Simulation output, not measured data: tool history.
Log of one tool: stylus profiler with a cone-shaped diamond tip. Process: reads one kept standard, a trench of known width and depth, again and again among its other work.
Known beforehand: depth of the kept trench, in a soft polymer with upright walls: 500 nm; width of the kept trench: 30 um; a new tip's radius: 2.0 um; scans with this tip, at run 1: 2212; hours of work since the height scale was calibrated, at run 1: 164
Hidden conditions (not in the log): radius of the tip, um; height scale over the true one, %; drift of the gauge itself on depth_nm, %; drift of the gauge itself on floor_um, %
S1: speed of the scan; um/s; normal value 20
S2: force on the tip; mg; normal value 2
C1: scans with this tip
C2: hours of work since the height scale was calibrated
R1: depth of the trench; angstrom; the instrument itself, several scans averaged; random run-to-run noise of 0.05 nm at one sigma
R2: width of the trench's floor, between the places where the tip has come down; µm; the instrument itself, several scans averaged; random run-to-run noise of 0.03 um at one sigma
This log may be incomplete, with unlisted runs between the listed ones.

run 1 hour=0 | S1=20 S2=2 | C1=2212 C2=164 | R1=5055 R2=26.78
run 2 hour=13.8 | S1=20 S2=2.29 | C1=2319 C2=172 | R1=5059.1 R2=26.76
run 3 hour=34.5 | S1=20 S2=2.29 | C1=2481 C2=184 | R1=5059.1 R2=26.72
run 4 hour=45.8 | S1=20 S2=2.29 | C1=2569 C2=190 | R1=5058.5 R2=26.73
run 5 hour=67.1 | S1=20 S2=2.29 | C1=2734 C2=203 | R1=5058.5 R2=26.69
run 6 hour=81.1 | S1=19 S2=2 | C1=2843 C2=211 | R1=5053.3 R2=26.62
run 7 hour=98.4 | S1=19 S2=2 | C1=2978 C2=221 | R1=5053.1 R2=26.66
run 8 hour=116.6 | S1=19 S2=2 | C1=3120 C2=231 | R1=5053.9 R2=26.6
run 9 hour=133.1 | S1=20 S2=2 | C1=3248 C2=241 | R1=5053 R2=26.56
run 10 hour=145.3 | S1=39 S2=2 | C1=3343 C2=248 | R1=5053.6 R2=26.42
run 11 hour=162.8 | S1=39 S2=2 | C1=3479 C2=258 | R1=5052.6 R2=26.38
-- hour=164.5 height scale calibrated on a step standard
run 12 hour=176.7 | S1=20 S2=2 | C1=3584 C2=7 | R1=5053.4 R2=26.52
run 13 hour=193.7 | S1=20 S2=3.18 | C1=3716 C2=17 | R1=5073.5 R2=26.56
run 14 hour=211.7 | S1=20 S2=3.18 | C1=3856 C2=27 | R1=5073.1 R2=26.49
run 15 hour=233.1 | S1=20 S2=2.43 | C1=4023 C2=40 | R1=5060.2 R2=26.49
run 16 hour=245.8 | S1=14 S2=2.43 | C1=4121 C2=47 | R1=5060.8 R2=26.48
run 17 hour=267.9 | S1=9 S2=2 | C1=4293 C2=60 | R1=5053.7 R2=26.49
-- hour=282 height scale calibrated on a step standard, once more
run 18 hour=284.5 | S1=9 S2=2 | C1=4419 C2=1 | R1=5053.6 R2=26.43
run 19 hour=300 | S1=9 S2=2 | C1=4539 C2=10 | R1=5053.8 R2=26.47
run 20 hour=319 | S1=25 S2=1.62 | C1=4687 C2=21 | R1=5047.3 R2=26.3
run 21 hour=332.5 | S1=20 S2=1.08 | C1=4793 C2=29 | R1=5035.4 R2=26.29
run 22 hour=344.3 | S1=75 S2=4.51 | C1=4884 C2=36 | R1=5093.4 R2=26.14
run 23 hour=356.1 | S1=35 S2=4.46 | C1=4976 C2=43 | R1=5093.7 R2=26.28
run 24 hour=373.1 | S1=35 S2=4.46 | C1=5109 C2=53 | R1=5094.3 R2=26.3
run 25 hour=383.2 | S1=35 S2=4.46 | C1=5187 C2=58 | R1=5093.2 R2=26.27
run 26 hour=400.1 | S1=71 S2=4.48 | C1=5319 C2=68 | R1=5093.4 R2=26.13
run 27 hour=412.6 | S1=19 S2=1.21 | C1=5416 C2=75 | R1=5037.7 R2=26.19
run 28 hour=432 | S1=23 S2=0.76 | C1=5567 C2=87 | R1=5027.1 R2=26.07
run 29 hour=446.8 | S1=9 S2=1.73 | C1=5682 C2=95 | R1=5048.1 R2=26.28
run 30 hour=457.4 | S1=38 S2=2 | C1=5765 C2=101 | R1=5054.1 R2=26.06
run 31 hour=473.4 | S1=38 S2=2 | C1=5889 C2=110 | R1=5054.3 R2=26.04
run 32 hour=489.9 | S1=44 S2=2.52 | C1=6018 C2=120 | R1=5062.5 R2=26.07
run 33 hour=507.7 | S1=27 S2=1.28 | C1=6156 C2=130 | R1=5039.4 R2=26.05
run 34 hour=519.3 | S1=20 S2=2.98 | C1=6247 C2=137 | R1=5069.9 R2=26.09
run 35 hour=529.5 | S1=16 S2=2.92 | C1=6326 C2=143 | R1=5069 R2=26.1
run 36 hour=548.3 | S1=16 S2=2.92 | C1=6472 C2=154 | R1=5069 R2=26.16
run 37 hour=566.8 | S1=59 S2=1.09 | C1=6616 C2=164 | R1=5034.3 R2=25.7

Measured less the same run without the tool's hidden state. The same run-to-run variation is in both; the gauge's scatter may not be:
run=1 R1=-1.3 R2=-0.48
run=2 R1=-1.4 R2=-0.5
run=3 R1=-1.5 R2=-0.52
run=4 R1=-1.5 R2=-0.54
run=5 R1=-1.7 R2=-0.56
run=6 R1=-1.7 R2=-0.58
run=7 R1=-1.8 R2=-0.61
run=8 R1=-1.8 R2=-0.63
run=9 R1=-1.9 R2=-0.65
run=10 R1=-2 R2=-0.67
run=11 R1=-2.1 R2=-0.68
run=12 R1=-2.7 R2=-0.7
run=13 R1=-2.8 R2=-0.72
run=14 R1=-2.9 R2=-0.74
run=15 R1=-2.9 R2=-0.77
run=16 R1=-3 R2=-0.79
run=17 R1=-3.1 R2=-0.81
run=18 R1=-1.6 R2=-0.83
run=19 R1=-1.7 R2=-0.85
run=20 R1=-1.8 R2=-0.87
run=21 R1=-1.7 R2=-0.89
run=22 R1=-1.9 R2=-0.91
run=23 R1=-1.9 R2=-0.91
run=24 R1=-2 R2=-0.94
run=25 R1=-2 R2=-0.96
run=26 R1=-2.1 R2=-0.97
run=27 R1=-2.1 R2=-0.98
run=28 R1=-2.2 R2=-1.01
run=29 R1=-2.3 R2=-1.02
run=30 R1=-2.3 R2=-1.03
run=31 R1=-2.5 R2=-1.06
run=32 R1=-2.5 R2=-1.08
run=33 R1=-2.6 R2=-1.1
run=34 R1=-2.6 R2=-1.11
run=35 R1=-2.6 R2=-1.12
run=36 R1=-2.7 R2=-1.14
run=37 R1=-2.8 R2=-1.16

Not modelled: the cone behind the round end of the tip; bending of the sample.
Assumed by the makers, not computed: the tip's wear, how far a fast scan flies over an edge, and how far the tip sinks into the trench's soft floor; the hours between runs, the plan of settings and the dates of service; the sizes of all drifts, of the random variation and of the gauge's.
